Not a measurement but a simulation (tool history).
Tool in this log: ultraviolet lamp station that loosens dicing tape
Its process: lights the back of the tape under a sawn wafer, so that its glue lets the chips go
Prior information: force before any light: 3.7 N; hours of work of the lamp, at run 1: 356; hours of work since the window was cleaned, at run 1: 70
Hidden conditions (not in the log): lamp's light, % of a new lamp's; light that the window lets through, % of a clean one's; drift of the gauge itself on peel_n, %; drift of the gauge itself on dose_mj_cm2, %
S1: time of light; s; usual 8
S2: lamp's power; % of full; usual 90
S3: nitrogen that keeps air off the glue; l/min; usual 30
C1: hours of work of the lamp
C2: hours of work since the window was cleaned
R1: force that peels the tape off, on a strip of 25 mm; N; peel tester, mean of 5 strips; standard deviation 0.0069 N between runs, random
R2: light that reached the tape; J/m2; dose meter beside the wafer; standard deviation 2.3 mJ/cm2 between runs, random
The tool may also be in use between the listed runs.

run,day,S1,S2,S3,C1,C2,R1,R2
1,0,8,90,30,356,70,0.238,2320
2,0.379,8,90,30,362,75,0.23,2270
3,1.046,8,90,30,371,84,0.235,2300
4,1.858,8,90,30,382,95,0.234,2300
5,2.55,8,90,30,392,105,0.216,2310
6,2.962,8,90,30,397,110,0.24,2280
7,3.5,8,90,30,405,118,0.247,2240
8,4.129,8,90,30,413,127,0.23,2280
9,4.567,8,90,30,419,133,0.238,2310
10,4.938,8,90,30,424,138,0.234,2320
11,5.662,8,90,30,434,148,0.232,2290
12,6.433,8,90,30,445,158,0.232,2300
13,6.767,8,90,30,450,163,0.249,2300
14,7.429,8,90,30,459,172,0.245,2290
15,8.075,8,90,30,468,181,0.239,2290
16,8.671,14,90,30,476,189,0.22,4010
17,9.325,8,90,24,485,198,0.236,2280
18,10.133,8,90,24,496,209,0.244,2280
# day 10.479: window cleaned of glue's vapour
19,10.538,8,90,24,501,1,0.241,2300
20,10.988,8,90,24,507,7,0.253,2270
21,11.583,8,90,24,516,15,0.253,2330
22,12.2,8,90,24,524,24,0.25,2260
23,12.746,8,90,24,532,31,0.242,2320
24,13.404,8,64,11,541,40,0.455,1590
25,14.067,8,64,11,550,49,0.466,1640
26,14.479,14,96,12,556,55,0.22,4270
27,15.067,4,96,36,564,63,0.411,1260
28,15.817,15,95,9,574,73,0.219,4540
29,16.504,14,95,50,583,83,0.214,4180
30,17.133,8,60,23,592,92,0.365,1550
31,17.704,8,60,23,600,99,0.366,1510
32,18.271,5,64,23,608,107,0.633,1020
33,18.892,5,64,23,616,116,0.628,1030
34,19.588,5,64,23,626,125,0.628,1030
35,19.942,8,64,12,631,130,0.427,1610
36,20.304,8,60,15,636,135,0.429,1530
37,21.046,8,76,24,646,145,0.281,1970
38,21.55,5,76,17,653,152,0.552,1240
39,22.375,8,90,56,664,164,0.224,2280
40,23.112,13,90,56,674,174,0.215,3700
41,23.925,8,94,30,686,185,0.234,2440
42,24.646,11,94,22,696,195,0.23,3300
43,25.425,8,84,39,706,206,0.24,2110

Here are 4 independent what-if runs from the current tool condition. What would each one return?
# day 26.021: window cleaned of glue's vapour
A,26.021,8,89,39,714,0,?,?
# day 26.021: window cleaned of glue's vapour
B,26.021,12,90,30,714,0,?,?
# day 26.021: window cleaned of glue's vapour
C,26.021,8,90,60,714,0,?,?
# day 26.021: window cleaned of glue's vapour
D,26.021,9,90,15,714,0,?,?

run,R1,R2
A,0.237,2270
B,0.226,3430
C,0.231,2320
D,0.247,2550
Stripped of hidden state, with their random variation kept, the same runs would have yielded:
run,R1,R2
A,0.237,2270
B,0.226,3430
C,0.231,2330
D,0.247,2560
